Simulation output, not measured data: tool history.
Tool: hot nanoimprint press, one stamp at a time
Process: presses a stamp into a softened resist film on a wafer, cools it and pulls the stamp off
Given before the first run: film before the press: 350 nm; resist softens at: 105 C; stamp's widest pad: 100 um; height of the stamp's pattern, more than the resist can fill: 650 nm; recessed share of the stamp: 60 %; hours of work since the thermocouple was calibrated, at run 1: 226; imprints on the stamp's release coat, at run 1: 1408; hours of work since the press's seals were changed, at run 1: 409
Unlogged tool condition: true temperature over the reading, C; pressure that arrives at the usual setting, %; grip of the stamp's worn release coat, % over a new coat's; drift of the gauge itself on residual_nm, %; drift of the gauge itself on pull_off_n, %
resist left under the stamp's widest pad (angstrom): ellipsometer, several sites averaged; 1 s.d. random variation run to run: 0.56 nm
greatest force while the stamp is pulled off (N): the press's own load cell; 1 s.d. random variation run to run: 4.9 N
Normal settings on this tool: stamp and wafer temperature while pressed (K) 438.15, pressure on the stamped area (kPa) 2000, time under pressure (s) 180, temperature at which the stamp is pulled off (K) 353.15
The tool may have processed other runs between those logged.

run	hour	stamp and wafer temperature while pressed (K)	pressure on the stamped area (kPa)	time under pressure (s)	temperature at which the stamp is pulled off (K)	hours of work since the thermocouple was calibrated	imprints on the stamp's release coat	hours of work since the press's seals were changed	resist left under the stamp's widest pad (angstrom)	greatest force while the stamp is pulled off (N)
1	0	438.15	2000	180	353.15	226	1408	409	1877	250
2	33	438.15	2000	265	353.15	244	1549	428	1662	235
3	58.8	438.15	2000	265	353.15	259	1659	442	1666	246
4	104.1	438.15	2000	265	353.15	284	1853	467	1665	245
# hour 120.4: stamp cleaned and given a new release coat
# hour 129.6: plate thermocouple calibrated
5	156.4	438.15	2000	265	353.15	15	141	492	1672	246
6	202	438.15	2000	180	353.15	40	336	517	1885	239
7	221.1	438.15	3120	180	353.15	51	418	528	1473	238
8	266.7	438.15	3120	180	353.15	77	613	553	1478	235
9	298.2	438.15	3120	180	349.15	94	748	571	1472	251
10	332	438.15	3120	180	349.15	113	893	590	1478	248
11	369.8	438.15	3120	180	349.15	134	1054	611	1481	248
12	397.6	438.15	2000	205	353.15	150	1173	627	1825	247
13	428.7	438.15	2000	205	353.15	167	1306	644	1830	240
14	457.7	438.15	2000	205	353.15	184	1430	660	1832	248
15	496.6	438.15	2000	180	353.15	205	1597	682	1901	246
16	534.1	438.15	2000	191	354.15	226	1758	703	1871	243
# hour 573.5: stamp cleaned and given a new release coat
17	583.1	436.15	2000	132	354.15	250	41	727	2227	245
18	622	436.15	1310	296	354.15	272	208	749	2191	227

Run 19 comes next. What will it give?
# hour 662.5: plate thermocouple calibrated
19	668.6	438.15	2000	180	353.15	3	394	773	?	?

{"run 19": {"resist left under the stamp's widest pad (angstrom)": 1912, "greatest force while the stamp is pulled off (N)": 247}}
The same run, on a tool lacking any hidden state, would have yielded resist left under the stamp's widest pad (angstrom) 1873, greatest force while the stamp is pulled off (N) 247.
